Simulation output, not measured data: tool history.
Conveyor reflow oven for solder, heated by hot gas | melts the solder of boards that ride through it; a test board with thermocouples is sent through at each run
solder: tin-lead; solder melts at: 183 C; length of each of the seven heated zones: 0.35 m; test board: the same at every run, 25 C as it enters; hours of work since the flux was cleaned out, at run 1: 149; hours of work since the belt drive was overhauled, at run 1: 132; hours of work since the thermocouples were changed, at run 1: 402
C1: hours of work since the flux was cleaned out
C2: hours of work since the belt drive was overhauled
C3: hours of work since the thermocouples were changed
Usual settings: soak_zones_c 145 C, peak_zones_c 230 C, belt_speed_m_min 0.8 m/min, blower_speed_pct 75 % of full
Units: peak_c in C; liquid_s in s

{"run": 1, "hour": 0.0, "soak_zones_c": 145, "peak_zones_c": 230, "belt_speed_m_min": 0.8, "blower_speed_pct": 75, "C1": 149, "C2": 132, "C3": 402, "peak_c": 215, "liquid_s": 40.37}
{"run": 2, "hour": 7.1, "soak_zones_c": 145, "peak_zones_c": 230, "belt_speed_m_min": 0.8, "blower_speed_pct": 75, "C1": 153, "C2": 136, "C3": 405, "peak_c": 215, "liquid_s": 40.25}
{"run": 3, "hour": 12.1, "soak_zones_c": 145, "peak_zones_c": 230, "belt_speed_m_min": 0.8, "blower_speed_pct": 75, "C1": 156, "C2": 139, "C3": 408, "peak_c": 215.3, "liquid_s": 40.29}
{"run": 4, "hour": 18.9, "soak_zones_c": 145, "peak_zones_c": 230, "belt_speed_m_min": 0.74, "blower_speed_pct": 75, "C1": 160, "C2": 142, "C3": 412, "peak_c": 217, "liquid_s": 45.13}
{"run": 5, "hour": 29.6, "soak_zones_c": 145, "peak_zones_c": 230, "belt_speed_m_min": 0.74, "blower_speed_pct": 75, "C1": 166, "C2": 148, "C3": 418, "peak_c": 217.3, "liquid_s": 45.04}
{"run": 6, "hour": 37.4, "soak_zones_c": 145, "peak_zones_c": 230, "belt_speed_m_min": 0.8, "blower_speed_pct": 56, "C1": 170, "C2": 153, "C3": 422, "peak_c": 209.7, "liquid_s": 35.94}
{"run": 7, "hour": 45.5, "soak_zones_c": 145, "peak_zones_c": 230, "belt_speed_m_min": 0.8, "blower_speed_pct": 59, "C1": 175, "C2": 157, "C3": 427, "peak_c": 211, "liquid_s": 36.94}
{"run": 8, "hour": 55.2, "soak_zones_c": 145, "peak_zones_c": 230, "belt_speed_m_min": 0.8, "blower_speed_pct": 59, "C1": 180, "C2": 163, "C3": 432, "peak_c": 210.6, "liquid_s": 36.82}
{"run": 9, "hour": 60.1, "soak_zones_c": 145, "peak_zones_c": 230, "belt_speed_m_min": 0.8, "blower_speed_pct": 59, "C1": 183, "C2": 165, "C3": 435, "peak_c": 210.5, "liquid_s": 36.85}
{"run": 10, "hour": 67.3, "soak_zones_c": 145, "peak_zones_c": 230, "belt_speed_m_min": 0.8, "blower_speed_pct": 75, "C1": 187, "C2": 169, "C3": 439, "peak_c": 215.1, "liquid_s": 40.21}
{"run": 11, "hour": 78.2, "soak_zones_c": 145, "peak_zones_c": 230, "belt_speed_m_min": 0.8, "blower_speed_pct": 75, "C1": 193, "C2": 176, "C3": 445, "peak_c": 214.7, "liquid_s": 40.24}
{"run": 12, "hour": 86.4, "soak_zones_c": 145, "peak_zones_c": 230, "belt_speed_m_min": 0.8, "blower_speed_pct": 75, "C1": 197, "C2": 180, "C3": 450, "peak_c": 214.8, "liquid_s": 40.26}
{"run": 13, "hour": 92.7, "soak_zones_c": 145, "peak_zones_c": 230, "belt_speed_m_min": 0.8, "blower_speed_pct": 56, "C1": 201, "C2": 184, "C3": 453, "peak_c": 209.8, "liquid_s": 35.91}
{"run": 14, "hour": 99.6, "soak_zones_c": 145, "peak_zones_c": 230, "belt_speed_m_min": 0.8, "blower_speed_pct": 56, "C1": 205, "C2": 187, "C3": 457, "peak_c": 209.3, "liquid_s": 35.87}
{"run": 15, "hour": 104.5, "soak_zones_c": 145, "peak_zones_c": 230, "belt_speed_m_min": 0.904, "blower_speed_pct": 56, "C1": 208, "C2": 190, "C3": 460, "peak_c": 205.1, "liquid_s": 28.01}
{"run": 16, "hour": 110.4, "soak_zones_c": 132, "peak_zones_c": 221, "belt_speed_m_min": 0.83, "blower_speed_pct": 80, "C1": 211, "C2": 193, "C3": 463, "peak_c": 204.9, "liquid_s": 29.3}
{"run": 17, "hour": 120.9, "soak_zones_c": 145, "peak_zones_c": 230, "belt_speed_m_min": 0.751, "blower_speed_pct": 75, "C1": 217, "C2": 199, "C3": 469, "peak_c": 216.3, "liquid_s": 44.05}
{"run": 18, "hour": 131.3, "soak_zones_c": 145, "peak_zones_c": 234, "belt_speed_m_min": 0.919, "blower_speed_pct": 51, "C1": 222, "C2": 205, "C3": 475, "peak_c": 205.4, "liquid_s": 27.3}
{"run": 19, "hour": 141.5, "soak_zones_c": 148, "peak_zones_c": 238, "belt_speed_m_min": 0.919, "blower_speed_pct": 69, "C1": 228, "C2": 211, "C3": 480, "peak_c": 216.3, "liquid_s": 35.46}
{"run": 20, "hour": 148.3, "soak_zones_c": 155, "peak_zones_c": 233, "belt_speed_m_min": 0.949, "blower_speed_pct": 82, "C1": 232, "C2": 214, "C3": 484, "peak_c": 216.2, "liquid_s": 36.58}
{"run": 21, "hour": 154.8, "soak_zones_c": 155, "peak_zones_c": 233, "belt_speed_m_min": 0.949, "blower_speed_pct": 82, "C1": 236, "C2": 218, "C3": 488, "peak_c": 216.1, "liquid_s": 36.45}
{"run": 22, "hour": 159.9, "soak_zones_c": 155, "peak_zones_c": 244, "belt_speed_m_min": 0.949, "blower_speed_pct": 55, "C1": 238, "C2": 221, "C3": 490, "peak_c": 216.5, "liquid_s": 35.74}
{"run": 23, "hour": 165.2, "soak_zones_c": 157, "peak_zones_c": 244, "belt_speed_m_min": 0.664, "blower_speed_pct": 55, "C1": 241, "C2": 224, "C3": 493, "peak_c": 229.3, "liquid_s": 60.35}
{"run": 24, "hour": 172.8, "soak_zones_c": 139, "peak_zones_c": 244, "belt_speed_m_min": 0.673, "blower_speed_pct": 55, "C1": 246, "C2": 228, "C3": 498, "peak_c": 225.9, "liquid_s": 52.08}
{"run": 25, "hour": 178.3, "soak_zones_c": 141, "peak_zones_c": 244, "belt_speed_m_min": 0.843, "blower_speed_pct": 76, "C1": 249, "C2": 231, "C3": 501, "peak_c": 224.9, "liquid_s": 41.56}

Run 26 comes next. What will it give?
{"run": 26, "hour": 185.5, "soak_zones_c": 143, "peak_zones_c": 235, "belt_speed_m_min": 0.77, "blower_speed_pct": 67, "C1": 253, "C2": 235, "C3": 505, "peak_c": "?", "liquid_s": "?"}

{"run 26": {"peak_c": 217.5, "liquid_s": 42.55}}
Without the tool's hidden state the same run would have given peak_c 219.4 C, liquid_s 43.51 s.
